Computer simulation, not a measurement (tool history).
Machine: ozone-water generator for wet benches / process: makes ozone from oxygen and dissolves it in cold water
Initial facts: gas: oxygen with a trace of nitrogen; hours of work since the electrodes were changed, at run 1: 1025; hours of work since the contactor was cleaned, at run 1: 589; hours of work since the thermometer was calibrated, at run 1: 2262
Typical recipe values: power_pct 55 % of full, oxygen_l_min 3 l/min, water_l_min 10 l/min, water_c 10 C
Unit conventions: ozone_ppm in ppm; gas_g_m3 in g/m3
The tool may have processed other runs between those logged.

run	hour	power_pct	oxygen_l_min	water_l_min	water_c	hours of work since the electrodes were changed	hours of work since the contactor was cleaned	hours of work since the thermometer was calibrated	ozone_ppm	gas_g_m3
1	0	55	3	10	10	1025	589	2262	24.9	183.7
2	20.3	55	3	10	10	1039	603	2277	24.4	183.6
3	51.3	55	3	10	10	1062	626	2300	24.6	183.9
4	68.2	55	3	10	10	1074	638	2312	24.5	182.2
5	83.1	55	3	10	10	1085	649	2323	24.6	184.6
6	110.4	55	3	11	10	1105	669	2343	23.1	184.1
7	140.3	55	3	11	10	1127	691	2365	22.7	185.1
8	163.1	55	3	11	10	1144	708	2381	23	183.6
9	180.1	55	3	11	10	1156	720	2394	22.5	184
10	210.6	88	3	11	10	1178	742	2416	29	232.5
11	235.3	88	3	11	10	1196	760	2434	28.8	231.1
12	253.6	96	3.35	10	10	1210	774	2448	33.4	234.5
13	285.8	96	3.35	10	10	1233	797	2471	33.4	232.6
14	302.5	96	2.05	10	10	1245	810	2483	29.2	275.6
15	331	96	2.05	10	10	1266	830	2504	28.9	276.3
16	359	85	5.31	7	9	1287	851	2525	40.9	184.4
17	379.8	85	3.3	7	9	1302	866	2540	39.7	219.8
18	405.1	55	3	8	10	1320	884	2558	28.6	182.4
19	439.3	55	3	8	10	1345	909	2583	28.7	182.6

5 ways to go on from here, each from the tool as it stands after run 19. What would each give?
A	474.6	96	3	8	10	1371	935	2609	?	?
B	474.6	40	2.96	10	14	1371	935	2609	?	?
C	474.6	59	3	13	13	1371	935	2609	?	?
D	474.6	90	3.63	8	7	1371	935	2609	?	?
E	474.6	51	3	10	10	1371	935	2609	?	?

run	ozone_ppm	gas_g_m3
A	37.6	241.4
B	19.7	156.8
C	19.9	189.9
D	39.7	218.9
E	23.7	175.8
With the hidden condition removed and each run's random variation left untouched, the same runs would have given:
run	ozone_ppm	gas_g_m3
A	39.2	247.5
B	20.3	159.2
C	20.6	193.7
D	41.3	224.2
E	24.6	179
